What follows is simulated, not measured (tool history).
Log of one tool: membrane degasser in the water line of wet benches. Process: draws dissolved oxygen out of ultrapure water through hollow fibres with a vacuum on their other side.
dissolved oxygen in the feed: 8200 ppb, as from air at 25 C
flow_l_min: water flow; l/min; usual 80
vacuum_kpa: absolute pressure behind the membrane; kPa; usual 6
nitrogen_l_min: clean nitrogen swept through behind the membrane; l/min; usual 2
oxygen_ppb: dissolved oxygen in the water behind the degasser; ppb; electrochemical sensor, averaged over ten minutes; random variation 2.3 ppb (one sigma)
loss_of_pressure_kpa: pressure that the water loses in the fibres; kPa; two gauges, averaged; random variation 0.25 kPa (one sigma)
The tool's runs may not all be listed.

| run | hour | flow_l_min | vacuum_kpa | nitrogen_l_min | oxygen_ppb | loss_of_pressure_kpa |
|---|---|---|---|---|---|---|
| 1 | 0 | 80 | 6 | 2 | 227.3 | 66.48 |
| 2 | 42.2 | 80 | 6 | 2 | 226.7 | 66.85 |
| 3 | 67.8 | 80 | 3.77 | 2 | 50.6 | 66.79 |
| 4 | 93.5 | 80 | 3.77 | 2 | 52.2 | 67.09 |
| 5 | 137.3 | 73 | 3.77 | 2 | 45.5 | 60.98 |
| 6 | 182.7 | 73 | 3.77 | 2 | 46.3 | 61.54 |
| 7 | 218.5 | 80 | 13.71 | 2 | 769.5 | 67.44 |
| 8 | 272.6 | 80 | 13.71 | 2 | 793.5 | 67.36 |
| 9 | 314.5 | 80 | 6 | 5.45 | 100.1 | 67.78 |
| 10 | 367.1 | 80 | 6 | 5.45 | 101.9 | 67.67 |
| 11 | 417.7 | 80 | 6 | 2 | 226.4 | 67.45 |
| 12 | 462.1 | 80 | 6 | 2.92 | 169.7 | 67.9 |
| 13 | 516.3 | 80 | 3.7 | 4.43 | 26.5 | 68.43 |

Run 14 comes next. What will it give?
|  | 521.1 | gauge calibrated |
| 14 | 570.7 | 80 | 3.7 | 4.43 | ? | ? |

Run 14 gave oxygen_ppb 26.7 ppb, loss_of_pressure_kpa 66.92 kPa.
Without the tool's hidden state the same run would have given oxygen_ppb 26.6 ppb, loss_of_pressure_kpa 66.75 kPa.
